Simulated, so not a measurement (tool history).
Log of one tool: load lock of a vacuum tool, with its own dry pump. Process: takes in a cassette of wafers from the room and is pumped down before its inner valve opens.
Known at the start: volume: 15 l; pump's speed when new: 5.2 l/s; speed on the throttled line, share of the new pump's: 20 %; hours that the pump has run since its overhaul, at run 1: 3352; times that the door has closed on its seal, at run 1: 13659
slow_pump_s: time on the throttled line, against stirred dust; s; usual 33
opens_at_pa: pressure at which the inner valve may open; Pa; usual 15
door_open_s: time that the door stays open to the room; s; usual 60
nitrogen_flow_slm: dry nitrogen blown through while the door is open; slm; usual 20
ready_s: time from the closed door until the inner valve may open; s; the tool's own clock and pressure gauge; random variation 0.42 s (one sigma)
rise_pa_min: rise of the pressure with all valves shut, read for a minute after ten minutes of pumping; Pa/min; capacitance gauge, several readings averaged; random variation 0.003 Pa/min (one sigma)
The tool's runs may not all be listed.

run	hour	slow_pump_s	opens_at_pa	door_open_s	nitrogen_flow_slm	hours that the pump has run since its overhaul	times that the door has closed on its seal	incoming humidity of the room's air, %	ready_s	rise_pa_min
1	0	33	15	60	20	3352	13659	50	52.6	0.067
2	81.5	33	15	60	20	3433	13985	48.5	52.4	0.067
3	178	33	15	60	20	3530	14370	48.1	52.4	0.064
4	279.6	33	15	60	20	3631	14776	46	52.8	0.073
5	404.8	33	15	25	20	3757	15276	44.2	52.6	0.056
6	574	33	15	60	20	3926	15952	46.4	52.8	0.063
7	653.4	46	15	60	20	4005	16269	46.3	64	0.065
8	764.6	33	15	60	20	4116	16713	45.6	52	0.072
9	870.9	33	15	60	20	4223	17137	46.4	53.4	0.071
10	981.2	33	15	32	20	4333	17578	45.6	52.9	0.06
11	1070.4	33	15	32	20	4422	17934	48.1	52.4	0.066
12	1237.5	33	15	60	20	4589	18602	48.5	53.1	0.072
13	1333.7	33	15	60	20	4686	18986	48.4	52.7	0.075
14	1481	33	15	59	20	4833	19574	44.8	52.7	0.077
15	1641.7	33	15	59	20	4994	20216	46.5	53.7	0.083
16	1807.3	33	15	59	20	5159	20877	44.4	53	0.081
17	1896.6	33	15	48	20	5248	21234	45.6	53.5	0.072
18	1976.5	33	15	48	20	5328	21553	45.4	53.6	0.087
19	2111.1	33	15	60	20	5463	22091	43.2	53.3	0.083

The next listed run, before its measurement:
20	2206.5	33	15	60	20	5558	22472	40.5	?	?

{"run 20": {"ready_s": 53.7, "rise_pa_min": 0.084}}
Without the tool's hidden state the same run would have given ready_s 52.2 s, rise_pa_min 0.029 Pa/min.
